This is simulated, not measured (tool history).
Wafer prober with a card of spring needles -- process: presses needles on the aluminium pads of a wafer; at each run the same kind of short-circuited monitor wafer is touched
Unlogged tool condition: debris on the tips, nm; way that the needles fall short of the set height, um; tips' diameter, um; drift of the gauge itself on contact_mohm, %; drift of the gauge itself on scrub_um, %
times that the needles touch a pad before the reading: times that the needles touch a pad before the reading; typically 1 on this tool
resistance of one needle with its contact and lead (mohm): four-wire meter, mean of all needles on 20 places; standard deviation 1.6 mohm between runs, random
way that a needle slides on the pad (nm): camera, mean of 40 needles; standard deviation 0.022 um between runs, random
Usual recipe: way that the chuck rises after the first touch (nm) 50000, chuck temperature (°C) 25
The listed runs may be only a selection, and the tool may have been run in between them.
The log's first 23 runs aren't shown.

run   hour  way that the chuck rises after the first touch (nm)  chuck temperature (°C)  times that the needles touch a pad before the reading  touches since the tips were cleaned  cleanings since the card got new needles  touches since the first contact's height was set  resistance of one needle with its contact and lead (mohm)  way that a needle slides on the pad (nm)
     147.9  -- tips cleaned on abrasive film
 24  153.6                                                50000                      25                                                      2                                 3167                                        28                                             88242                                                        158                                      8990
 25  158.1                                                47000                      25                                                      2                                 5733                                        28                                             90808                                                        159                                      8490
     161.1  -- tips cleaned on abrasive film
 26    164                                                47000                      25                                                      2                                 1621                                        29                                             94011                                                        160                                      8480
 27  171.1                                                41000                      33                                                      2                                 5622                                        29                                             98012                                                        170                                      7440
     174.5  -- tips cleaned on abrasive film
 28  177.5                                                40000                      25                                                      1                                 1674                                        30                                            101556                                                        166                                      7260
 29  185.1                                                63000                      60                                                      3                                 5924                                        30                                            105806                                                        157                                     11470
     188.1  -- tips cleaned on abrasive film
 30  191.8                                                63000                      60                                                      3                                 2040                                        31                                            109506                                                        158                                     11440
 31  200.8                                                63000                      60                                                      3                                 7122                                        31                                            114588                                                        157                                     11530
     201.7  -- tips cleaned on abrasive film
 32    205                                                41000                      60                                                      3                                 1852                                        32                                            116882                                                        174                                      7510
 33  209.4                                                50000                      32                                                      1                                 4307                                        32                                            119337                                                        160                                      9140

Here are 5 independent what-if runs from the current tool condition. What would each one return?
     215.5  -- tips cleaned on abrasive film
  A  215.8                                                46000                      47                                                      1                                  130                                        33                                            122841                                                          ?                                         ?
     215.5  -- tips cleaned on abrasive film
  B  215.8                                                45000                      31                                                      1                                  130                                        33                                            122841                                                          ?                                         ?
     215.5  -- tips cleaned on abrasive film
  C  215.8                                                50000                      28                                                      1                                  130                                        33                                            122841                                                          ?                                         ?
     215.5  -- tips cleaned on abrasive film
  D  215.8                                                66000                      32                                                      2                                  130                                        33                                            122841                                                          ?                                         ?
     215.5  -- tips cleaned on abrasive film
  E  215.8                                                34000                     104                                                      1                                  130                                        33                                            122841                                                          ?                                         ?

run  resistance of one needle with its contact and lead (mohm)  way that a needle slides on the pad (nm)
  A                                                        165                                      8440
  B                                                        162                                      8260
  C                                                        159                                      9170
  D                                                        151                                     12080
  E                                                        195                                      6250
Stripped of hidden state, with their random variation kept, the same runs would have yielded:
run  resistance of one needle with its contact and lead (mohm)  way that a needle slides on the pad (nm)
  A                                                        165                                      8190
  B                                                        162                                      8020
  C                                                        159                                      8910
  D                                                        151                                     11730
  E                                                        195                                      6070
